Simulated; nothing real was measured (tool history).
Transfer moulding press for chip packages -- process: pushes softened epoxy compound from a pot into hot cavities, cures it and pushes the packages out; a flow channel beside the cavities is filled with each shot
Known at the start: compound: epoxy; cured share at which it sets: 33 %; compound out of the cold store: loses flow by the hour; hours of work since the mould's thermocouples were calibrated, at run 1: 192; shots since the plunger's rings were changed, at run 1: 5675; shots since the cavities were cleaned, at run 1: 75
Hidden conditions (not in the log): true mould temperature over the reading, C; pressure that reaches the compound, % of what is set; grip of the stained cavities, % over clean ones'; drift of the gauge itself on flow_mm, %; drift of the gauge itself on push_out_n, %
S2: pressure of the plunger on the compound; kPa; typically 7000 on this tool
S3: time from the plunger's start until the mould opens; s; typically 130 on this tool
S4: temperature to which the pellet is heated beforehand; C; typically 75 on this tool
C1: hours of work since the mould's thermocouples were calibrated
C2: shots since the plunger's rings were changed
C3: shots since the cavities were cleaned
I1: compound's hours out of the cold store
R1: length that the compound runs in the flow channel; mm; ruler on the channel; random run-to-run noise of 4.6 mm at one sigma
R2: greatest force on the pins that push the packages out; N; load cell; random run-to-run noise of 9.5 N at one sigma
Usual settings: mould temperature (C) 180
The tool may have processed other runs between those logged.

run 1 hour=0 | mould_temperature_(C)=180 S2=7000 S3=130 S4=75 | C1=192 C2=5675 C3=75 | I1=46 | R1=453 R2=501
-- hour=42.7 cavities cleaned with cleaning compound and waxed
-- hour=59.9 plunger's sealing rings changed
run 2 hour=65.9 | mould_temperature_(C)=180 S2=7000 S3=130 S4=75 | C1=234 C2=56 C3=191 | I1=25.8 | R1=536 R2=588
-- hour=97.6 cavities cleaned with cleaning compound and waxed
run 3 hour=127.6 | mould_temperature_(C)=180 S2=7000 S3=130 S4=81 | C1=275 C2=611 C3=277 | I1=39.6 | R1=498 R2=584
-- hour=147 cavities cleaned with cleaning compound and waxed
run 4 hour=181.9 | mould_temperature_(C)=180 S2=7000 S3=130 S4=71 | C1=310 C2=1098 C3=321 | I1=19.7 | R1=536 R2=595
-- hour=199.7 cavities cleaned with cleaning compound and waxed
-- hour=228.3 mould's thermocouples calibrated
run 5 hour=238.5 | mould_temperature_(C)=180 S2=7000 S3=130 S4=75 | C1=7 C2=1588 C3=339 | I1=20 | R1=524 R2=621
-- hour=252.3 cavities cleaned with cleaning compound and waxed
run 6 hour=287.2 | mould_temperature_(C)=180 S2=7000 S3=130 S4=75 | C1=39 C2=2025 C3=322 | I1=27.4 | R1=504 R2=629
-- hour=304.8 cavities cleaned with cleaning compound and waxed
run 7 hour=319.6 | mould_temperature_(C)=180 S2=7800 S3=130 S4=75 | C1=60 C2=2309 C3=136 | I1=20 | R1=550 R2=516
-- hour=357.6 cavities cleaned with cleaning compound and waxed
run 8 hour=379.3 | mould_temperature_(C)=180 S2=7800 S3=130 S4=75 | C1=99 C2=2847 C3=200 | I1=29.6 | R1=535 R2=572
-- hour=408.2 cavities cleaned with cleaning compound and waxed
run 9 hour=447.3 | mould_temperature_(C)=180 S2=7000 S3=130 S4=77 | C1=144 C2=3461 C3=362 | I1=31.1 | R1=493 R2=617
-- hour=457.6 cavities cleaned with cleaning compound and waxed
run 10 hour=484.2 | mould_temperature_(C)=180 S2=7270 S3=129 S4=83 | C1=168 C2=3787 C3=245 | I1=20.7 | R1=509 R2=593
-- hour=509.5 cavities cleaned with cleaning compound and waxed
run 11 hour=524.2 | mould_temperature_(C)=180 S2=7270 S3=129 S4=83 | C1=194 C2=4143 C3=136 | I1=24.1 | R1=501 R2=522
run 12 hour=557.4 | mould_temperature_(C)=182 S2=7890 S3=130 S4=75 | C1=217 C2=4449 C3=442 | I1=27 | R1=514 R2=653
-- hour=564.1 cavities cleaned with cleaning compound and waxed
run 13 hour=590.9 | mould_temperature_(C)=180 S2=7000 S3=130 S4=70 | C1=238 C2=4744 C3=247 | I1=41 | R1=459 R2=576
-- hour=613.8 cavities cleaned with cleaning compound and waxed
run 14 hour=650.4 | mould_temperature_(C)=180 S2=8020 S3=121 S4=70 | C1=278 C2=5280 C3=338 | I1=33.9 | R1=505 R2=662
-- hour=668.9 cavities cleaned with cleaning compound and waxed
run 15 hour=702.6 | mould_temperature_(C)=180 S2=8020 S3=121 S4=70 | C1=312 C2=5748 C3=311 | I1=36.4 | R1=490 R2=643

Predict each of these 4 candidate next runs independently; none follows another, all start after run 15:
-- hour=721 cavities cleaned with cleaning compound and waxed
-- hour=749.2 mould's thermocouples calibrated
-- hour=761.8 plunger's sealing rings changed
run A hour=769.9 | mould_temperature_(C)=183 S2=7000 S3=130 S4=75 | C1=12 C2=75 C3=411 | I1=31.4 | R1=? R2=?
-- hour=721 cavities cleaned with cleaning compound and waxed
-- hour=749.2 mould's thermocouples calibrated
-- hour=761.8 plunger's sealing rings changed
run B hour=769.9 | mould_temperature_(C)=172 S2=6620 S3=152 S4=70 | C1=12 C2=75 C3=411 | I1=24.4 | R1=? R2=?
-- hour=721 cavities cleaned with cleaning compound and waxed
-- hour=749.2 mould's thermocouples calibrated
-- hour=761.8 plunger's sealing rings changed
run C hour=769.9 | mould_temperature_(C)=180 S2=5860 S3=121 S4=75 | C1=12 C2=75 C3=411 | I1=47.1 | R1=? R2=?
-- hour=721 cavities cleaned with cleaning compound and waxed
-- hour=749.2 mould's thermocouples calibrated
-- hour=761.8 plunger's sealing rings changed
run D hour=769.9 | mould_temperature_(C)=180 S2=7860 S3=170 S4=70 | C1=12 C2=75 C3=411 | I1=37.9 | R1=? R2=?

run=A R1=508 R2=594
run=B R1=546 R2=770
run=C R1=462 R2=649
run=D R1=543 R2=572
With no hidden state in the tool, these same runs would have given:
run=A R1=509 R2=406
run=B R1=547 R2=526
run=C R1=463 R2=443
run=D R1=544 R2=391

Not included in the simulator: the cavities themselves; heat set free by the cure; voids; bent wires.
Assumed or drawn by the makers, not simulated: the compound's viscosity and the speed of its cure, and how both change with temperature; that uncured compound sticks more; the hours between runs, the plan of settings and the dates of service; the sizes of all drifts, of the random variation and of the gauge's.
